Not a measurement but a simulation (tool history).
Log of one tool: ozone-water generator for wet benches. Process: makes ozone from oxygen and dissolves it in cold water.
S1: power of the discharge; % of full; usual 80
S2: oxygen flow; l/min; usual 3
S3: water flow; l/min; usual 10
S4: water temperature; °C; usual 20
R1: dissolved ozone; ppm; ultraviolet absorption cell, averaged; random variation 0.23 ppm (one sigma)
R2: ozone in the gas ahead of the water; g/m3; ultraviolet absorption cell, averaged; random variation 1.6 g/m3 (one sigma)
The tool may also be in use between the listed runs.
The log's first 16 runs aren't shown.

| run | hour | S1 | S2 | S3 | S4 | R1 | R2 |
|---|---|---|---|---|---|---|---|
| 17 | 536.1 | 80 | 3 | 10 | 20 | 34 | 295.5 |
| 18 | 555.2 | 61 | 3 | 10 | 27 | 25.9 | 258.9 |
| 19 | 577.2 | 91 | 1.73 | 7 | 15 | 50.1 | 412.4 |
| 20 | 605.8 | 57 | 2.05 | 7 | 15 | 40 | 296.9 |
| 21 | 626.8 | 40 | 2.05 | 15 | 23 | 14.7 | 246.8 |
| 22 | 671 | 87 | 1.91 | 9 | 15 | 40.2 | 387.3 |
| 23 | 692 | 87 | 1.91 | 9 | 15 | 39.7 | 385.1 |
| 24 | 733.1 | 87 | 1.91 | 9 | 15 | 40.1 | 384.3 |
| 25 | 771 | 80 | 3.18 | 16 | 20 | 22.6 | 293.3 |
| 26 | 807.3 | 80 | 3.18 | 16 | 20 | 22.9 | 294.3 |
| 27 | 844.4 | 81 | 2.11 | 10 | 16 | 34.7 | 356.2 |
| 28 | 872.9 | 81 | 2.11 | 10 | 16 | 35.1 | 355.8 |
| 29 | 911.9 | 80 | 2.45 | 10 | 20 | 33.5 | 330.7 |
| 30 | 938.3 | 80 | 3 | 9 | 20 | 37.1 | 303.9 |
| 31 | 958.9 | 81 | 4.78 | 10 | 20 | 34.2 | 247.3 |
| 32 | 999.6 | 82 | 5.14 | 8 | 20 | 39 | 237.5 |
| 33 | 1040.6 | 80 | 3 | 10 | 16 | 36.6 | 303.7 |

Forecast each of these 3 alternatives for the next run:
| A | 1069 | 59 | 3.29 | 10 | 13 | ? | ? |
| B | 1069 | 42 | 2.63 | 10 | 16 | ? | ? |
| C | 1069 | 80 | 3.49 | 10 | 17 | ? | ? |

| run | R1 | R2 |
|---|---|---|
| A | 32.2 | 245.7 |
| B | 24.9 | 227.1 |
| C | 36 | 282.7 |
Without the tool's hidden state the same runs would have given:
| run | R1 | R2 |
|---|---|---|
| A | 32.2 | 239.9 |
| B | 24.9 | 221.7 |
| C | 36 | 276 |

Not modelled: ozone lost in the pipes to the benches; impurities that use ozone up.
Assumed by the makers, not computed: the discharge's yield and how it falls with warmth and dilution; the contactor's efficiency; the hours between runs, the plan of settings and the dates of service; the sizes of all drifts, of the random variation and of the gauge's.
